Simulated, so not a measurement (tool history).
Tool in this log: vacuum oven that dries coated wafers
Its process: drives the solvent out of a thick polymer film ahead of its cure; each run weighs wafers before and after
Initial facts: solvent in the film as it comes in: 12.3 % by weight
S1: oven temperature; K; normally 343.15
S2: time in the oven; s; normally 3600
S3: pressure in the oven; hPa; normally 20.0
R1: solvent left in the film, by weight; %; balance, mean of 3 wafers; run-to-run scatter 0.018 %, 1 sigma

run   hour      S1    S2    S3    R1
  1    0.0  343.15  3600  20.0  3.36
  2    5.9  343.15  3600  20.0  3.32
  3   13.1  343.15  3600  20.0  3.32
  4   19.1  343.15  1860  20.0  5.46
  5   31.1  343.15  1860  20.0  5.49
  6   40.3  343.15  3600  20.0  3.37
  7   47.3  343.15  3600  20.0  3.32
  8   53.3  343.15  5520  20.0  2.18
  9   58.7  343.15  5520  20.0  2.19
 10   67.2  343.15  5520  20.0  2.19
 11   78.0  343.15  3600  20.0  3.35
 12   84.2  343.15  3600  20.0  3.31
 13   93.1  345.15  3600  20.0  2.94
 14  101.2  343.15  3600  20.0  3.32
 15  108.9  343.15  3600  20.0  3.33
 16  120.0  343.15  3600  14.0  3.04
 17  126.6  343.15  3600  14.0  3.06
 18  138.0  329.15  2820  48.2  8.68
 19  144.7  350.15  3600  20.0  2.05
 20  155.7  343.15  3600  24.6  3.57
 21  167.7  330.15  2160  20.0  7.56
 22  175.5  337.15  2160  16.1  6.11
 23  184.5  339.15  2880  20.0  4.94
 24  190.7  339.15  2400  37.0  6.22
 25  199.3  343.15  1860  20.0  5.50
 26  206.5  346.15  3600  55.7  4.24
 27  216.5  346.15  6360  16.7  1.34
 28  224.1  346.15  6360  16.7  1.37
 29  230.8  346.15  6360  54.2  3.15
 30  241.6  333.15  3360  20.0  5.77

4 options for the next run, each taken on its own from the tool as it stands now. Forecast them:
  A  249.1  333.15  3060  31.2   ?
  B  249.1  333.15  3600  74.2   ?
  C  249.1  357.15  3600  20.0   ?
  D  249.1  343.15  2820  20.0   ?

run    R1
  A  6.60
  B  8.62
  C  1.14
  D  4.10
With the hidden condition removed and each run's random variation left untouched, the same runs would have given:
run    R1
  A  6.79
  B  8.87
  C  1.22
  D  4.29
